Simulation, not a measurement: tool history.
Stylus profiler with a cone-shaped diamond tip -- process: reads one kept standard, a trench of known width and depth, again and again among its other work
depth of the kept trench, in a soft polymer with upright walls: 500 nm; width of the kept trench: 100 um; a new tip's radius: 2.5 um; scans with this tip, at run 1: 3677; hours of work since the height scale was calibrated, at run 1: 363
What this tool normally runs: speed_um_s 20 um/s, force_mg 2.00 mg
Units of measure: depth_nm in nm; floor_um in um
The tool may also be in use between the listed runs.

run     day  speed_um_s  force_mg  scans with this tip  hours of work since the height scale was calibrated  depth_nm  floor_um
  1   0.000          20      2.00                 3677                                                  363    505.58     96.87
  2   1.004          20      2.00                 3823                                                  378    505.65     96.85
  3   1.704          20      0.80                 3924                                                  388    503.01     96.79
  4   2.671          20      0.80                 4063                                                  401    502.96     96.82
  5   3.362          20      0.80                 4163                                                  411    503.07     96.83
  6   4.371          28      0.80                 4309                                                  426    502.95     96.73
  7   5.150          20      5.89                 4422                                                  437    511.53     96.96
  8   5.767          20      2.00                 4511                                                  446    505.65     96.88
  9   6.592          20      2.00                 4630                                                  457    505.50     96.87
 10   7.458          20      2.00                 4755                                                  470    505.59     96.82
 11   8.133          20      1.33                 4853                                                  479    504.24     96.83
 12   9.088          20      1.33                 4990                                                  493    504.42     96.79
 13  10.025           8      2.69                 5126                                                  506    506.83     96.99
 14  10.558          74      2.74                 5203                                                  514    506.92     96.60
 15  11.475          74      1.70                 5335                                                  527    504.86     96.50
 16  12.558          74      1.70                 5492                                                  542    505.16     96.48
 17  13.133          12      2.00                 5575                                                  551    505.87     96.88
 18  14.142          20      0.67                 5720                                                  565    502.75     96.83
 19  15.008          44      5.29                 5846                                                  577    510.90     96.83
 20  15.583          12      2.68                 5929                                                  586    506.74     96.94
 21  16.479          12      2.68                 6058                                                  598    506.80     96.90
 22  17.112          78      3.77                 6150                                                  607    508.51     96.68
 23  18.242          43      5.32                 6313                                                  624    510.67     96.81

Forecast each of these 4 alternatives for the next run:
  A  19.429          43      1.06                 6485                                                  641         ?         ?
  B  19.429          58      5.43                 6485                                                  641         ?         ?
  C  19.429          14      4.68                 6485                                                  641         ?         ?
  D  19.429          13      2.09                 6485                                                  641         ?         ?

run  depth_nm  floor_um
  A    503.56     96.58
  B    510.92     96.76
  C    509.83     96.91
  D    505.62     96.87
Stripped of hidden state, with their random variation kept, the same runs would have yielded:
run  depth_nm  floor_um
  A    503.53     96.58
  B    510.89     96.76
  C    509.80     96.92
  D    505.59     96.88

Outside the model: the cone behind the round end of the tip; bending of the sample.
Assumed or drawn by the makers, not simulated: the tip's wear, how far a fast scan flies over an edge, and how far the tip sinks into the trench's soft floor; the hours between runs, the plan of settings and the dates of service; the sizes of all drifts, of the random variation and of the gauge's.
